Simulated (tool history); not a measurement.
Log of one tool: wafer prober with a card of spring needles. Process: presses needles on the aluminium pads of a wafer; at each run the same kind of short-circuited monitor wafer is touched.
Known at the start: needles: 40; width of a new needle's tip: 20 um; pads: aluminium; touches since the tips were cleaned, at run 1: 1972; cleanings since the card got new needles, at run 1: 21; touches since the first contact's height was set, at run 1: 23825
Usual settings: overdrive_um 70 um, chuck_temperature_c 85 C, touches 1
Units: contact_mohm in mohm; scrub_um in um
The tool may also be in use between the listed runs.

run	hour	overdrive_um	chuck_temperature_c	touches	touches since the tips were cleaned	cleanings since the card got new needles	touches since the first contact's height was set	contact_mohm	scrub_um
1	0	70	85	1	1972	21	23825	285	9.95
# hour 4.1: tips cleaned on abrasive film
2	10.7	70	85	1	3169	22	28908	319	9.94
# hour 12.9: tips cleaned on abrasive film
# hour 21.6: tips cleaned on abrasive film
3	24.7	70	85	1	1493	24	35570	253	9.93
# hour 30: tips cleaned on abrasive film
# hour 37.8: tips cleaned on abrasive film
4	38.6	70	85	1	374	26	42166	187	9.93
# hour 45.5: tips cleaned on abrasive film
# hour 53.5: tips cleaned on abrasive film
5	53.6	70	85	1	34	28	49317	165	9.92
# hour 61.3: tips cleaned on abrasive film
6	67.3	70	81	1	2909	29	55860	310	9.92
# hour 69.3: tips cleaned on abrasive film
# hour 77: tips cleaned on abrasive film
7	83.1	65	81	1	2967	31	63379	352	9.19
# hour 85.3: tips cleaned on abrasive film
# hour 94.2: tips cleaned on abrasive film
# hour 95.6: height of the first contact set anew
8	97.6	69	81	1	1499	33	958	273	9.84
# hour 103.5: tips cleaned on abrasive film
9	104.5	69	81	1	478	34	4238	207	9.84
# hour 111.4: tips cleaned on abrasive film
10	112.8	69	81	1	644	35	8185	211	9.82
# hour 119.7: tips cleaned on abrasive film
11	125.5	69	81	1	2831	36	14283	316	9.85
# hour 127.5: tips cleaned on abrasive film
12	133.8	69	81	2	3068	37	18239	252	9.83
# hour 135.4: tips cleaned on abrasive film
# hour 143.9: tips cleaned on abrasive film
13	146	69	81	2	983	39	23982	199	9.79
# hour 151.9: tips cleaned on abrasive film
# hour 159.6: tips cleaned on abrasive film
14	159.6	69	81	2	0	41	30454	162	9.81
# hour 167.9: tips cleaned on abrasive film
15	172	72	85	1	1981	42	36381	275	10.22
# hour 175.9: tips cleaned on abrasive film
16	180.2	72	85	1	2028	43	40257	280	10.21
# hour 184.7: tips cleaned on abrasive film
# hour 193.1: tips cleaned on abrasive film
17	193.2	63	27	1	45	45	46451	169	8.92
# hour 201.4: tips cleaned on abrasive film
18	205.8	63	27	1	2129	46	52469	340	8.91
# hour 210: tips cleaned on abrasive film
# hour 218.4: tips cleaned on abrasive film
19	221.3	73	107	2	1382	48	59837	208	10.34
# hour 226.4: tips cleaned on abrasive film
20	228	75	57	1	777	49	63010	216	10.61
# hour 234.3: tips cleaned on abrasive film
# hour 241.6: height of the first contact set anew
21	241.8	81	105	2	3476	50	108	233	11.53
# hour 243.1: tips cleaned on abrasive film
# hour 251.6: tips cleaned on abrasive film
22	256.8	73	85	2	2509	52	7249	239	10.38
# hour 259.3: tips cleaned on abrasive film
23	264.4	58	104	2	2471	53	10854	287	8.23
# hour 267.5: tips cleaned on abrasive film
24	273.9	70	40	1	3104	54	15381	325	9.95
# hour 275.6: tips cleaned on abrasive film
# hour 283.6: tips cleaned on abrasive film
25	289.8	70	61	3	2978	56	22954	210	9.96
# hour 291.4: tips cleaned on abrasive film
# hour 299.7: tips cleaned on abrasive film
26	300.3	70	33	1	299	58	27914	187	9.95
# hour 307.9: tips cleaned on abrasive film
27	311.9	81	68	2	1933	59	33434	205	11.51
# hour 315.9: tips cleaned on abrasive film
# hour 323.9: tips cleaned on abrasive film
28	326.2	81	68	2	1095	61	40223	192	11.5
# hour 331.6: tips cleaned on abrasive film
# hour 340: tips cleaned on abrasive film
29	342	81	68	2	984	63	47755	185	11.5
# hour 348.7: tips cleaned on abrasive film
30	350.6	51	85	2	907	64	51827	257	7.2
# hour 356.7: tips cleaned on abrasive film
31	362	54	85	2	2569	65	57280	309	7.61

Hidden state or all else? Some run-to-run changes of contact_mohm, split into what the settings, what came in and random variation would give without the hidden state, and what is left for the hidden state (with any gauge scatter that isn't in both results):
The hidden state here: debris on the tips, nm; way that the needles fall short of the set height, um; tips' diameter, um; drift of the gauge itself on contact_mohm, %; drift of the gauge itself on scrub_um, %.
Run 5 -> 6: chuck_temperature_c 85 -> 81, tips cleaned on abrasive film. contact_mohm +145 mohm: hidden state +143, all else +2.
Run 17 -> 18: tips cleaned on abrasive film. contact_mohm +171 mohm: hidden state +170, all else +1.
Run 18 -> 19: overdrive_um 63 -> 73, chuck_temperature_c 27 -> 107, touches 1 -> 2, tips cleaned on abrasive film, tips cleaned on abrasive film. contact_mohm -132 mohm: hidden state -144, all else +12.
